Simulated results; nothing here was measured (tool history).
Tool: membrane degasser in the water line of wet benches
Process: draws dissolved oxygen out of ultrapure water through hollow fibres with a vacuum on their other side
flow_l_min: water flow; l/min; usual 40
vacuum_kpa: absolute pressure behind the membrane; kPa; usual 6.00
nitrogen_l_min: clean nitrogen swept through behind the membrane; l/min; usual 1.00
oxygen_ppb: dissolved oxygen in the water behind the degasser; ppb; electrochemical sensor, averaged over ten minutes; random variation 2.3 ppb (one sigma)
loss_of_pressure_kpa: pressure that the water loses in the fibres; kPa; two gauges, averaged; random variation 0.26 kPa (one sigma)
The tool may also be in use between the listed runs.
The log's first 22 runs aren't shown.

| run | hour | flow_l_min | vacuum_kpa | nitrogen_l_min | hours since the membrane was changed | hours since the vacuum gauge was calibrated | hours since the vacuum lines were made tight | oxygen_ppb | loss_of_pressure_kpa |
|---|---|---|---|---|---|---|---|---|---|
| 23 | 5486.6 | 59 | 9.89 | 0.71 | 14871 | 4712 | 8175 | 914.0 | 103.81 |
| 24 | 5638.1 | 59 | 9.89 | 0.71 | 15023 | 4863 | 8326 | 919.7 | 103.97 |
| 25 | 5926.2 | 59 | 9.89 | 0.71 | 15311 | 5151 | 8614 | 919.0 | 104.31 |
| 26 | 6187.7 | 24 | 6.00 | 1.68 | 15572 | 5413 | 8876 | 93.1 | 42.64 |
| 27 | 6364.7 | 40 | 6.00 | 0.41 | 15749 | 5590 | 9053 | 426.3 | 71.00 |
|  | 6451.3 | vacuum gauge calibrated |
| 28 | 6542.5 | 42 | 5.14 | 0.51 | 15926 | 91 | 9230 | 278.7 | 73.85 |
| 29 | 6739.2 | 60 | 10.94 | 1.00 | 16123 | 288 | 9427 | 833.5 | 106.06 |
| 30 | 6975.2 | 60 | 10.94 | 1.00 | 16359 | 524 | 9663 | 857.7 | 106.23 |
| 31 | 7126.1 | 60 | 10.94 | 1.00 | 16510 | 675 | 9814 | 848.5 | 106.78 |
| 32 | 7384.6 | 40 | 4.39 | 1.00 | 16768 | 933 | 10072 | 109.1 | 71.57 |

Forecast each of these 4 alternatives for the next run:
|  | 7546.5 | gauge calibrated |
| A | 7607.1 | 41 | 4.39 | 1.27 | 16991 | 1156 | 10295 | ? | ? |
|  | 7546.5 | gauge calibrated |
| B | 7607.1 | 32 | 6.00 | 1.00 | 16991 | 1156 | 10295 | ? | ? |
|  | 7546.5 | gauge calibrated |
| C | 7607.1 | 40 | 7.16 | 2.29 | 16991 | 1156 | 10295 | ? | ? |
|  | 7546.5 | gauge calibrated |
| D | 7607.1 | 53 | 3.71 | 1.00 | 16991 | 1156 | 10295 | ? | ? |

| run | oxygen_ppb | loss_of_pressure_kpa |
|---|---|---|
| A | 96.2 | 71.12 |
| B | 191.2 | 55.46 |
| C | 172.5 | 69.56 |
| D | 97.8 | 92.56 |
Without the tool's hidden state the same runs would have given:
| run | oxygen_ppb | loss_of_pressure_kpa |
|---|---|---|
| A | 95.9 | 71.01 |
| B | 191.1 | 55.37 |
| C | 172.3 | 69.46 |
| D | 97.4 | 92.41 |

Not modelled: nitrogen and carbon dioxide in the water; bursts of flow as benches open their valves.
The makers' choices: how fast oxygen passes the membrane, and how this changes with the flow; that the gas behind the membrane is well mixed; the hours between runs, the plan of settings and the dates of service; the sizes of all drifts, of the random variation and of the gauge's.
